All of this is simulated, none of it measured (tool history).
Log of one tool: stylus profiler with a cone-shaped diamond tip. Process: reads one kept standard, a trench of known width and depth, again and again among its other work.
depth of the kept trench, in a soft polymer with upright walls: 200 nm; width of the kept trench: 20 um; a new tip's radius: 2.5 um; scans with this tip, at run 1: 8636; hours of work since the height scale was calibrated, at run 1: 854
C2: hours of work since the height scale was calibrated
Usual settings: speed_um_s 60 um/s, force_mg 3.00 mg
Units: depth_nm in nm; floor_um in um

{"run": 1, "hour": 0.0, "speed_um_s": 60, "force_mg": 3.0, "scans with this tip": 8636, "C2": 854, "depth_nm": 202.73, "floor_um": 16.18}
{"run": 2, "hour": 12.4, "speed_um_s": 60, "force_mg": 3.0, "scans with this tip": 8709, "C2": 861, "depth_nm": 202.65, "floor_um": 16.18}
{"run": 3, "hour": 26.8, "speed_um_s": 60, "force_mg": 3.0, "scans with this tip": 8793, "C2": 869, "depth_nm": 202.73, "floor_um": 16.17}
{"run": 4, "hour": 45.9, "speed_um_s": 60, "force_mg": 3.0, "scans with this tip": 8904, "C2": 880, "depth_nm": 202.73, "floor_um": 16.15}
{"run": 5, "hour": 67.5, "speed_um_s": 82, "force_mg": 3.0, "scans with this tip": 9031, "C2": 893, "depth_nm": 202.71, "floor_um": 16.05}
{"run": 6, "hour": 81.8, "speed_um_s": 82, "force_mg": 3.0, "scans with this tip": 9114, "C2": 901, "depth_nm": 202.65, "floor_um": 15.99}
{"run": 7, "hour": 94.5, "speed_um_s": 82, "force_mg": 3.0, "scans with this tip": 9188, "C2": 908, "depth_nm": 202.65, "floor_um": 16.06}
{"run": 8, "hour": 111.0, "speed_um_s": 60, "force_mg": 3.0, "scans with this tip": 9285, "C2": 918, "depth_nm": 202.71, "floor_um": 16.04}
{"hour": 120.1, "done": "new tip fitted, height scale calibrated"}
{"run": 9, "hour": 132.2, "speed_um_s": 60, "force_mg": 5.25, "scans with this tip": 71, "C2": 7, "depth_nm": 204.67, "floor_um": 17.81}
{"run": 10, "hour": 144.0, "speed_um_s": 60, "force_mg": 5.25, "scans with this tip": 140, "C2": 14, "depth_nm": 204.69, "floor_um": 17.8}
{"run": 11, "hour": 166.6, "speed_um_s": 40, "force_mg": 4.87, "scans with this tip": 271, "C2": 27, "depth_nm": 204.49, "floor_um": 17.84}
{"run": 12, "hour": 188.1, "speed_um_s": 42, "force_mg": 1.61, "scans with this tip": 397, "C2": 39, "depth_nm": 202.08, "floor_um": 17.7}
{"hour": 190.5, "done": "height scale calibrated on a step standard"}
{"run": 13, "hour": 211.6, "speed_um_s": 96, "force_mg": 8.93, "scans with this tip": 531, "C2": 12, "depth_nm": 206.71, "floor_um": 17.6}
{"run": 14, "hour": 234.6, "speed_um_s": 87, "force_mg": 1.94, "scans with this tip": 665, "C2": 25, "depth_nm": 202.33, "floor_um": 17.39}
{"run": 15, "hour": 255.5, "speed_um_s": 87, "force_mg": 1.94, "scans with this tip": 788, "C2": 38, "depth_nm": 202.37, "floor_um": 17.36}
{"run": 16, "hour": 267.8, "speed_um_s": 87, "force_mg": 1.94, "scans with this tip": 859, "C2": 45, "depth_nm": 202.45, "floor_um": 17.37}
{"run": 17, "hour": 282.7, "speed_um_s": 87, "force_mg": 1.94, "scans with this tip": 947, "C2": 53, "depth_nm": 202.55, "floor_um": 17.35}
{"run": 18, "hour": 294.8, "speed_um_s": 88, "force_mg": 3.0, "scans with this tip": 1017, "C2": 60, "depth_nm": 203.25, "floor_um": 17.39}
{"run": 19, "hour": 310.3, "speed_um_s": 88, "force_mg": 3.0, "scans with this tip": 1107, "C2": 69, "depth_nm": 203.25, "floor_um": 17.41}

How the hidden state differs across the entries between the runs, from the last listed run before each to the first after it:
Between runs 8 and 9: new tip fitted, height scale calibrated (hour 120.1)
  radius of the tip, um: 8.53 -> 2.64; height scale over the true one, %: -0.254 -> 0.021
  measured less the result without the state, depth_nm: -0.52 -> +0.05 nm; floor_um: -1.71 -> -0.06 um
Between runs 12 and 13: height scale calibrated on a step standard (hour 190.5)
  radius of the tip, um: 2.84 -> 2.93; height scale over the true one, %: 0.013 -> 0.015
  measured less the result without the state, depth_nm: +0.02 -> +0.03 nm; floor_um: -0.14 -> -0.17 um
